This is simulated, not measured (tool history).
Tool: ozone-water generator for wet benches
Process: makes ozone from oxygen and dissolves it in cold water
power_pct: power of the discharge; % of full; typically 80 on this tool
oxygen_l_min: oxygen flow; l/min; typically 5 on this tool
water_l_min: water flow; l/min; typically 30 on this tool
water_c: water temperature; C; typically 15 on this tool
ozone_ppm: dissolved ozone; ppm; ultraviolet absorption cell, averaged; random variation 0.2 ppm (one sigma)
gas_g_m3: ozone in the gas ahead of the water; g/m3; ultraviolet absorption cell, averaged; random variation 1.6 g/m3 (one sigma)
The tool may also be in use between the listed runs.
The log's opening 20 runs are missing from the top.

run,hour,power_pct,oxygen_l_min,water_l_min,water_c,hours of work since the electrodes were changed,hours of work since the contactor was cleaned,hours of work since the thermometer was calibrated,ozone_ppm,gas_g_m3
21,1196,64,4.26,22,7,1089,73,936,29.5,250
22,1275.1,56,6.09,30,15,1143,126,990,20.4,194
23,1354.6,46,5,30,13,1197,180,1043,16.4,174
24,1425.2,54,5,19,17,1245,228,1091,25.8,199.5
25,1492,48,2.71,29,12,1290,273,1137,14,227.6
26,1557.4,48,2.71,29,20,1334,318,1181,13.3,226.4
27,1613.5,48,2.71,29,20,1373,356,1219,13.1,228.4
28,1653,72,4.69,20,13,1399,383,1246,33.4,264.2
29,1727.9,53,5,33,15,1450,434,1297,16.7,195.3
30,1810.3,80,5,30,23,1506,490,1353,23.5,281.1
31,1884.2,80,5,37,15,1556,540,1403,21.5,279.6
32,1928.1,80,5,37,15,1586,569,1433,21.6,280.5

Here are 4 independent what-if runs from the current tool condition. What would each one return?
A,2011.5,80,5,35,15,1643,626,1489,?,?
B,2011.5,80,7.04,37,8,1643,626,1489,?,?
C,2011.5,80,5,26,8,1643,626,1489,?,?
D,2011.5,80,5,30,11,1643,626,1489,?,?

run,ozone_ppm,gas_g_m3
A,22.5,277.8
B,25.4,244.3
C,31.1,276
D,26.9,279.1
Had the tool no hidden state, the same runs would have come out as:
run,ozone_ppm,gas_g_m3
A,24.8,301.8
B,28,265.4
C,34.2,299.9
D,29.6,303.2
